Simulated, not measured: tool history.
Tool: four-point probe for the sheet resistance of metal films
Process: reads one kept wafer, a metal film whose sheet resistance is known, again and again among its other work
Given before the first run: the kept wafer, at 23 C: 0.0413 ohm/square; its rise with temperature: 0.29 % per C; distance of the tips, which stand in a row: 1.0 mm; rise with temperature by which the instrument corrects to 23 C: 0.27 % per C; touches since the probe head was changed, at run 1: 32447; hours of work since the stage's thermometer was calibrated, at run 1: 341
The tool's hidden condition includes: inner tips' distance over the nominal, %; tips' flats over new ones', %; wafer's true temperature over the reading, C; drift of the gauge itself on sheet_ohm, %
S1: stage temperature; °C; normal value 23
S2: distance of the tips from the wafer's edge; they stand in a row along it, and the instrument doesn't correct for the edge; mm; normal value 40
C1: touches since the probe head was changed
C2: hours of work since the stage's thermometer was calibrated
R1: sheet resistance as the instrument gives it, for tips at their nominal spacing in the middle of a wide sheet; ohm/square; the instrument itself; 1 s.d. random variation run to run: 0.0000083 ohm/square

run	hour	S1	S2	C1	C2	R1
1	0.0	23	40	32447	341	0.041316
2	17.7	23	40	33314	353	0.041302
3	50.5	23	40	34918	374	0.041334
4	66.5	23	40	35701	384	0.041319
5	90.5	26	40	36874	399	0.041352
6	110.3	23	40	37843	412	0.041331
7	132.3	23	40	38918	425	0.041311
8	149.1	23	40	39741	436	0.041320
9	179.6	23	40	41233	456	0.041316
10	205.0	23	40	42476	472	0.041312
11	218.3	23	40	43127	480	0.041301
12	243.1	23	40	44338	496	0.041314
13	271.3	23	40	45720	514	0.041314
14	286.8	27	4	46477	524	0.042685
15	314.8	32	31	47845	541	0.041393
16	331.1	25	12	48645	552	0.041454
17	362.2	33	14	50162	571	0.041483
18	379.1	30	4	50993	582	0.042720
19	395.4	30	4	51789	593	0.042710
20	418.9	29	21	52936	607	0.041424
21	439.6	29	7	53952	621	0.041807
22	468.4	20	19	55359	639	0.041331
23	489.0	20	4	56364	652	0.042624
24	519.8	29	28	57874	672	0.041391
25	546.2	24	14	59165	688	0.041438
26	560.4	24	9	59856	697	0.041574

Predict each of these 3 candidate next runs independently; none follows another, all start after run 26:
A	581.3	20	3	60881	711	?
B	581.3	34	9	60881	711	?
C	581.3	21	39	60881	711	?

run	R1
A	0.043584
B	0.041681
C	0.041293
The same runs, with their run-to-run variation unchanged, on a tool lacking any hidden condition would have given:
run	R1
A	0.043583
B	0.041680
C	0.041292
